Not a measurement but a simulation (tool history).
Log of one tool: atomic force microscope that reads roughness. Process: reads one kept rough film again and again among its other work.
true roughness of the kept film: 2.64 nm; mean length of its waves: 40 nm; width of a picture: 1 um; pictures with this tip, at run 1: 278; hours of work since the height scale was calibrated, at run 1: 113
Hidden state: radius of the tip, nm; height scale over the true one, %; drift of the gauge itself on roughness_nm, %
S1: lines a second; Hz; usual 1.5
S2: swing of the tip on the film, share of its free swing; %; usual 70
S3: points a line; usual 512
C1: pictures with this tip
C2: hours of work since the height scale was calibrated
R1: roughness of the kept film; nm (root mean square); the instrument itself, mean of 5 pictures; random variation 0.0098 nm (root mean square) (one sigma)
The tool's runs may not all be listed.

run,day,S1,S2,S3,C1,C2,R1
1,0,1.5,70,512,278,113,2.115
2,1.404,1.5,83,512,344,139,1.909
# day 1.833: new tip fitted
3,3.429,1.5,83,512,75,178,2.025
4,4.496,1.5,83,512,125,198,2
5,6.117,1.5,70,368,202,229,2.13
6,6.933,1.5,70,368,240,245,2.108
7,8.833,1.5,70,368,330,281,2.085
# day 9.596: new tip fitted
8,10.112,1.5,70,368,24,305,2.216
9,11.2,1.5,70,368,75,326,2.193
10,13.054,1.5,70,368,163,361,2.149
11,14.167,1.5,70,512,215,382,2.131
12,14.975,0.74,70,512,253,398,2.195
13,16.721,1.5,70,393,336,431,2.072
# day 17.304: new tip fitted
14,17.862,2.23,70,512,27,452,2.129
15,19.683,1.11,67,512,112,487,2.257
16,21.688,2.5,82,329,207,525,1.796
17,22.829,2.5,82,329,261,547,1.764
18,24.467,1.35,80,512,338,578,1.982
# day 24.929: new tip fitted
19,26.046,1.48,76,512,53,608,2.134
20,27.788,1.48,76,512,135,641,2.104
21,29.771,1.6,65,444,228,679,2.173
22,30.596,1.6,65,664,267,695,2.149

Run 23 comes next. What will it give?
23,32.192,1.6,56,260,342,726,?

R1: 2.173 nm (root mean square)
Without the tool's hidden state the same run would have given R1 2.357 nm (root mean square).

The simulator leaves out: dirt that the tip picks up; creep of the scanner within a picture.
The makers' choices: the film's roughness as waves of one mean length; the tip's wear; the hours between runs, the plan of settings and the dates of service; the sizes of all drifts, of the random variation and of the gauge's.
